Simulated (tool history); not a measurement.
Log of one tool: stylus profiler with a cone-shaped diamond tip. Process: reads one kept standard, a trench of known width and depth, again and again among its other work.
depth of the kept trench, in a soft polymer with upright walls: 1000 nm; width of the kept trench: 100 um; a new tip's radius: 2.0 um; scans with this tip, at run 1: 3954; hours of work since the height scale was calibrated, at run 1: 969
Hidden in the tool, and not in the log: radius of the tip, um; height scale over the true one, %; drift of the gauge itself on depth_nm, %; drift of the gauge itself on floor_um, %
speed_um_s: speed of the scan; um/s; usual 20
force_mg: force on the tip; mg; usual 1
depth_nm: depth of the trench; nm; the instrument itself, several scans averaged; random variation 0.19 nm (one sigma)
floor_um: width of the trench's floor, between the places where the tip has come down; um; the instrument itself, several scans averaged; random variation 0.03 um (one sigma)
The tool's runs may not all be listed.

| run | hour | speed_um_s | force_mg | scans with this tip | hours of work since the height scale was calibrated | depth_nm | floor_um |
|---|---|---|---|---|---|---|---|
| 1 | 0 | 20 | 1 | 3954 | 969 | 1004.67 | 95.81 |
| 2 | 27.7 | 20 | 2.09 | 4023 | 985 | 1008.78 | 95.83 |
| 3 | 59 | 20 | 2.09 | 4100 | 1004 | 1008.42 | 95.83 |
| 4 | 99.5 | 20 | 0.74 | 4201 | 1029 | 1003.46 | 95.75 |
| 5 | 127 | 20 | 0.74 | 4269 | 1046 | 1003.57 | 95.75 |
| 6 | 163.9 | 20 | 0.74 | 4361 | 1068 | 1003.13 | 95.75 |
| 7 | 197.7 | 20 | 0.74 | 4444 | 1089 | 1002.97 | 95.75 |
| 8 | 240.1 | 20 | 1 | 4549 | 1114 | 1004.25 | 95.75 |
|  | 242.6 | height scale calibrated on a step standard |
| 9 | 267.7 | 20 | 1 | 4617 | 15 | 1003.23 | 95.68 |
| 10 | 292.4 | 20 | 1 | 4678 | 30 | 1003.04 | 95.66 |
| 11 | 338 | 20 | 1 | 4791 | 58 | 1003.34 | 95.69 |
| 12 | 378.5 | 5 | 0.72 | 4891 | 83 | 1002.22 | 95.78 |
| 13 | 425.3 | 7 | 1 | 5007 | 111 | 1002.89 | 95.75 |
| 14 | 465.3 | 7 | 1 | 5107 | 135 | 1002.72 | 95.71 |
|  | 490.9 | height scale calibrated on a step standard, once more |
| 15 | 504.3 | 7 | 1 | 5202 | 8 | 1006.34 | 95.75 |
| 16 | 529 | 7 | 0.44 | 5263 | 23 | 1003.53 | 95.67 |
| 17 | 568.8 | 8 | 1 | 5362 | 47 | 1006.14 | 95.65 |
| 18 | 596.4 | 14 | 0.39 | 5430 | 64 | 1003.14 | 95.56 |
| 19 | 637.7 | 52 | 2.42 | 5533 | 89 | 1011.28 | 95.56 |
| 20 | 684.5 | 18 | 1 | 5649 | 118 | 1005.78 | 95.54 |
| 21 | 721 | 18 | 1 | 5739 | 140 | 1005.84 | 95.49 |

5 ways to go on from here, each from the tool as it stands after run 21. What would each give?
| A | 753.4 | 20 | 2.85 | 5820 | 159 | ? | ? |
| B | 753.4 | 72 | 0.8 | 5820 | 159 | ? | ? |
| C | 753.4 | 34 | 1.65 | 5820 | 159 | ? | ? |
| D | 753.4 | 62 | 1 | 5820 | 159 | ? | ? |
| E | 753.4 | 26 | 1.41 | 5820 | 159 | ? | ? |

| run | depth_nm | floor_um |
|---|---|---|
| A | 1012.13 | 95.64 |
| B | 1004.74 | 95.1 |
| C | 1008.29 | 95.47 |
| D | 1005.93 | 95.24 |
| E | 1007.72 | 95.52 |
Without the tool's hidden state the same runs would have given:
| run | depth_nm | floor_um |
|---|---|---|
| A | 1012.45 | 96.48 |
| B | 1005.05 | 95.95 |
| C | 1008.6 | 96.31 |
| D | 1006.24 | 96.09 |
| E | 1008.04 | 96.37 |
